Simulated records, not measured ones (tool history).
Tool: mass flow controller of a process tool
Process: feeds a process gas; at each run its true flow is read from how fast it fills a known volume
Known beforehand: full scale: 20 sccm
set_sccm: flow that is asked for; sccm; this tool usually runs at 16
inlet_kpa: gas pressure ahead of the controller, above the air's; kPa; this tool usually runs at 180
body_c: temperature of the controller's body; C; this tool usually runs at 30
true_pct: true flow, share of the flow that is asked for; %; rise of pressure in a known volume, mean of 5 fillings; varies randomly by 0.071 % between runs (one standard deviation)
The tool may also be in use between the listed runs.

run,day,set_sccm,inlet_kpa,body_c,true_pct
1,0.000,16,180,30,99.44
2,6.079,16,195,30,99.39
3,11.167,7,180,30,98.75
4,16.454,7,180,30,98.75
5,21.917,7,180,30,98.51
6,28.592,7,180,30,98.68
7,33.275,7,180,30,98.38
8,36.558,7,180,30,98.48
9,39.738,7,180,30,98.29
10,43.200,7,180,30,98.34
11,49.662,7,146,34,98.16
12,55.504,9,171,38,98.02
13,61.267,16,182,22,99.09
14,64.950,16,182,22,98.96
15,68.225,11,230,23,98.54
16,73.971,14,230,23,98.74

Consider 4 possible next runs. They are alternatives, not a sequence: every one starts from the tool as it was left by run 16. What does each give?
A,81.021,14,148,29,?
B,81.021,6,230,23,?
C,81.021,14,181,26,?
D,81.021,8,230,23,?

run,true_pct
A,98.28
B,98.10
C,98.51
D,98.38
Without the tool's hidden state the same runs would have given:
run,true_pct
A,99.33
B,99.14
C,99.56
D,99.43
